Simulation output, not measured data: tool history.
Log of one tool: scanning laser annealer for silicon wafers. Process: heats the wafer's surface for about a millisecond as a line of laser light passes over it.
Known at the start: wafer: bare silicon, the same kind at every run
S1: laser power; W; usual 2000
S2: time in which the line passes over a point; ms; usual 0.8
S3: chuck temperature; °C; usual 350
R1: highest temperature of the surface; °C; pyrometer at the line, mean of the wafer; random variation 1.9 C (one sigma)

run	hour	S1	S2	S3	R1
1	0	2000	0.8	350	1147
2	40.2	2000	0.8	350	1147
3	96.8	2000	0.8	350	1147
4	155.6	2000	0.8	350	1142
5	199.4	2000	0.8	350	1145
6	258.9	2000	0.8	350	1143
7	328.5	2000	0.8	381	1175
8	402	2000	0.8	381	1172
9	459	2000	0.8	350	1141
10	523.8	2000	0.599	350	1035
# hour 581.8: window over the wafer cleaned
11	612.6	2000	0.8	350	1160
12	659.2	2000	0.8	350	1161
13	718.1	2141	0.8	350	1218
# hour 779.6: optics aligned, line set to its width
14	803.9	2141	0.8	350	1221
15	856.5	2141	0.8	350	1221
16	913.7	2007	0.8	350	1167
17	973.1	1946	0.8	350	1144
18	1066.7	1946	0.8	350	1140
19	1132.9	2000	0.92	350	1219
20	1210.4	2059	0.837	389	1241
21	1289.5	2059	0.837	389	1239
22	1330.3	2059	0.837	389	1235
23	1385	2059	0.837	389	1240
24	1474.8	1807	0.857	332	1088
# hour 1486.8: laser's power meter calibrated
25	1571.2	1750	0.747	384	1069
26	1639.6	1750	0.747	384	1066
27	1733.8	2149	0.697	384	1190
28	1817.1	1900	0.8	350	1113
29	1908.9	2000	0.637	350	1067
# hour 1936.4: laser's power meter calibrated, once more
30	1983.7	2000	0.637	350	1063
31	2061.3	1879	0.727	318	1033
32	2159	2112	0.987	350	1277
33	2243.6	2112	0.813	350	1194
34	2300.9	2112	0.813	350	1195
35	2347.9	2112	0.813	350	1191
36	2410.2	1959	0.8	313	1088

Forecast each of these 4 alternatives for the next run:
A	2487.6	2140	0.882	331	?
B	2487.6	2000	0.733	320	?
C	2487.6	2173	0.8	343	?
D	2487.6	2000	0.795	350	?

run	R1
A	1216
B	1079
C	1198
D	1143
Without the tool's hidden state the same runs would have given:
run	R1
A	1248
B	1106
C	1229
D	1172

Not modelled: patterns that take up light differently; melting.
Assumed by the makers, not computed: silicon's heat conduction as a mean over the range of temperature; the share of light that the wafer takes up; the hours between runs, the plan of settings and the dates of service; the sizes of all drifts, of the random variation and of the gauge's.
